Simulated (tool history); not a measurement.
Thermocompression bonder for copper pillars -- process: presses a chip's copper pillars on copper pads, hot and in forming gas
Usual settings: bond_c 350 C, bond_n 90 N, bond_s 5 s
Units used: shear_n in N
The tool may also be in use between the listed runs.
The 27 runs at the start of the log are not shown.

run    hour  bond_c  bond_n  bond_s  hours of work since the heater was calibrated  hours of work since the force cell was calibrated  hours of work since the gas filter was changed  shear_n
     1672.4  -- force cell calibrated
 28  1686.4     372      90       5                                            359                                                  8                                             152    105.3
 29  1735.1     372      90       5                                            387                                                 37                                             181    104.4
     1753.1  -- forming gas filter changed
 30  1799.2     350      90       5                                            424                                                 74                                              27     91.5
 31    1876     350      90       5                                            469                                                118                                              72     91.9
 32    1926     350      90       5                                            498                                                148                                             101     89.1
 33  1962.3     362      72       3                                            520                                                169                                             122     72.1
 34  1999.3     330     110       3                                            541                                                190                                             144     73.8
 35  2068.3     330     110       3                                            581                                                231                                             184     73.3
     2080.2  -- forming gas filter changed
 36  2143.2     361     110       3                                            625                                                274                                              37    102.1

Here are 4 independent what-if runs from the current tool condition. What would each one return?
  A  2216.7     374     110       3                                            668                                                317                                              80        ?
  B  2216.7     375      90       4                                            668                                                317                                              80        ?
  C  2216.7     350     110       5                                            668                                                317                                              80        ?
  D  2216.7     378      58       8                                            668                                                317                                              80        ?

run  shear_n
  A      110
  B    103.2
  C    104.1
  D     94.3
Had the tool no hidden state, the same runs would have come out as:
run  shear_n
  A    112.7
  B    105.7
  C    106.8
  D     96.6
